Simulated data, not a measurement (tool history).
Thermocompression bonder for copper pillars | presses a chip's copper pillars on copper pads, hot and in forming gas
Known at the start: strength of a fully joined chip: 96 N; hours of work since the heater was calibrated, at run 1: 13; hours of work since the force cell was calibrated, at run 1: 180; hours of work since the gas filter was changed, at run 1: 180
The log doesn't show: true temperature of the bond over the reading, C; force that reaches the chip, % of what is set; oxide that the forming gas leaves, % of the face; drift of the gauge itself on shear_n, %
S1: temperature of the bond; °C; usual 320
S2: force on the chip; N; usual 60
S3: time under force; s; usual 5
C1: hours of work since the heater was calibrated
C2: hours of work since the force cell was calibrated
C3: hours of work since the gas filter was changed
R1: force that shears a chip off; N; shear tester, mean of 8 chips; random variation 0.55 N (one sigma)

run,hour,S1,S2,S3,C1,C2,C3,R1
1,0.0,320,60,5,13,180,180,52.1
2,29.4,320,60,3,34,201,201,43.6
3,46.2,322,60,5,46,213,213,53.7
4,71.0,322,60,5,64,231,231,51.9
5,88.6,320,54,5,77,243,243,47.8
6,107.6,320,60,4,90,257,257,46.9
7,120.9,320,60,4,100,266,266,47.6
8,146.3,320,60,3,118,285,285,42.9
9,163.5,320,60,3,130,297,297,42.1
10,187.3,320,60,5,148,314,314,50.6
11,205.3,320,60,5,160,327,327,49.3
12,228.4,320,60,5,177,343,343,50.4
13,241.6,320,60,5,186,353,353,51.0
14,268.9,320,60,5,206,372,372,50.0
15,288.2,320,60,5,220,386,386,49.7
16,306.7,320,60,5,233,399,399,49.8
17,334.7,320,60,5,253,419,419,48.3
# hour 346.1: forming gas filter changed
18,348.2,320,60,5,262,429,2,51.9
19,370.7,320,60,5,279,445,18,52.4
20,388.0,320,60,5,291,457,30,51.8
21,407.0,320,60,3,305,471,44,44.6
22,437.6,304,60,9,326,493,66,56.5
23,457.7,303,79,5,341,507,80,55.2
24,483.1,329,60,5,359,525,98,54.4
25,507.2,307,75,5,376,543,115,53.5
26,520.2,307,75,3,386,552,125,45.6
27,539.2,307,50,10,399,566,138,50.5
# hour 543.1: force cell calibrated
28,567.1,311,60,3,418,17,157,38.8
29,582.7,317,65,5,429,28,168,50.7
30,603.9,317,65,5,444,44,184,51.2
31,627.9,317,65,5,462,61,201,51.1
# hour 655.6: force cell calibrated, once more
32,658.0,347,47,5,482,2,221,50.9
33,679.2,312,60,5,497,17,236,47.0
34,698.7,312,60,5,511,31,250,46.1
35,723.7,337,60,5,529,49,268,55.2
36,742.5,328,60,5,543,62,282,52.1
37,769.0,328,60,5,562,81,301,52.4
38,783.9,292,79,5,572,92,311,47.8
39,801.5,319,60,5,585,105,324,48.7

3 ways to go on from here, each from the tool as it stands after run 39. What would each give?
A,821.8,312,50,12,599,119,339,?
B,821.8,349,70,10,599,119,339,?
C,821.8,319,76,5,599,119,339,?

run,R1
A,53.9
B,74.1
C,56.5
Without the tool's hidden state the same runs would have given:
run,R1
A,60.3
B,80.8
C,63.0
